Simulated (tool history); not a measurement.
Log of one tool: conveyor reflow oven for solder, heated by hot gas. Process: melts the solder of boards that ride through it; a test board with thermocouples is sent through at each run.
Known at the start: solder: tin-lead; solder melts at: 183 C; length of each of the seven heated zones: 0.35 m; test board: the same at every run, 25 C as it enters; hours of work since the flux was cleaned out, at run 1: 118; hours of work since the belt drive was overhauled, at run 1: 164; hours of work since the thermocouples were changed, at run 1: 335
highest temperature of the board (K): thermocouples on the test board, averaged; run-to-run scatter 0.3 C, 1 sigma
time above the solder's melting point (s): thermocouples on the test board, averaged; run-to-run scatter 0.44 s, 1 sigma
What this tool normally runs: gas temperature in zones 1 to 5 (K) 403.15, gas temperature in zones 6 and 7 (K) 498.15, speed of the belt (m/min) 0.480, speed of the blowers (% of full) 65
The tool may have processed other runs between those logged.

run	hour	gas temperature in zones 1 to 5 (K)	gas temperature in zones 6 and 7 (K)	speed of the belt (m/min)	speed of the blowers (% of full)	hours of work since the flux was cleaned out	hours of work since the belt drive was overhauled	hours of work since the thermocouples were changed	highest temperature of the board (K)	time above the solder's melting point (s)
1	0.0	403.15	498.15	0.480	65	118	164	335	481.35	53.1
2	13.1	397.15	498.15	0.480	65	123	169	341	479.95	50.1
3	29.1	397.15	498.15	0.480	65	130	176	347	479.55	49.7
4	37.1	397.15	498.15	0.480	65	133	179	351	480.35	50.0
5	49.8	398.15	498.15	0.480	65	139	185	356	479.95	50.0
6	62.4	398.15	498.15	0.480	65	144	190	361	480.05	51.0
7	70.9	395.15	498.15	0.480	65	147	193	365	479.55	49.3
8	80.1	395.15	498.15	0.480	65	151	197	369	479.85	48.7
9	89.0	395.15	498.15	0.480	61	155	201	372	478.35	46.1
10	98.0	395.15	498.15	0.480	61	159	205	376	478.45	46.4
11	114.7	395.15	498.15	0.480	61	166	212	383	477.95	47.4
12	128.3	395.15	487.15	0.480	61	171	217	389	469.15	33.4
13	139.7	395.15	487.15	0.480	61	176	222	393	468.65	32.0
14	151.6	403.15	498.15	0.480	89	181	227	398	487.25	61.3
15	163.9	403.15	498.15	0.480	89	186	232	403	487.35	60.8
16	178.7	403.15	498.15	0.480	89	192	238	410	486.85	62.5
# hour 196.9: flux residue cleaned out of gas plates and filters
17	200.2	403.15	498.15	0.480	89	1	245	416	487.05	61.0
18	208.2	403.15	498.15	0.480	89	5	248	420	487.45	61.5
19	217.8	410.15	498.15	0.480	89	9	252	424	488.35	64.8
20	231.2	410.15	498.15	0.480	89	14	258	429	488.15	65.1
21	246.8	410.15	498.15	0.480	89	21	264	436	487.75	65.1
22	264.0	410.15	498.15	0.480	89	28	272	443	487.95	64.6
23	276.3	403.15	498.15	0.480	89	33	277	448	486.65	62.5
24	285.4	403.15	498.15	0.480	89	37	281	452	487.75	61.3
25	301.8	409.15	498.15	0.428	89	44	287	459	490.05	75.9
26	315.2	395.15	503.15	0.414	80	49	293	464	492.35	74.6
27	328.2	395.15	498.15	0.461	59	55	298	470	479.05	50.4
28	342.8	405.15	497.15	0.457	85	61	304	476	486.55	65.5
29	359.5	405.15	511.15	0.439	85	68	311	483	500.75	78.8
30	369.3	405.15	511.15	0.439	85	72	316	487	500.75	79.0
31	377.8	403.15	498.15	0.480	76	75	319	490	484.55	58.7

Forecast each of these 4 alternatives for the next run:
A	393.1	403.15	501.15	0.480	76	82	325	497	?	?
B	393.1	401.15	498.15	0.480	76	82	325	497	?	?
C	393.1	406.15	510.15	0.469	76	82	325	497	?	?
D	393.1	417.15	493.15	0.403	65	82	325	497	?	?

run	highest temperature of the board (K)	time above the solder's melting point (s)
A	486.45	60.3
B	484.45	57.2
C	495.95	70.7
D	483.45	75.7
Stripped of hidden state, with their random variation kept, the same runs would have yielded:
run	highest temperature of the board (K)	time above the solder's melting point (s)
A	486.65	60.4
B	484.55	57.3
C	496.15	70.8
D	483.55	75.8

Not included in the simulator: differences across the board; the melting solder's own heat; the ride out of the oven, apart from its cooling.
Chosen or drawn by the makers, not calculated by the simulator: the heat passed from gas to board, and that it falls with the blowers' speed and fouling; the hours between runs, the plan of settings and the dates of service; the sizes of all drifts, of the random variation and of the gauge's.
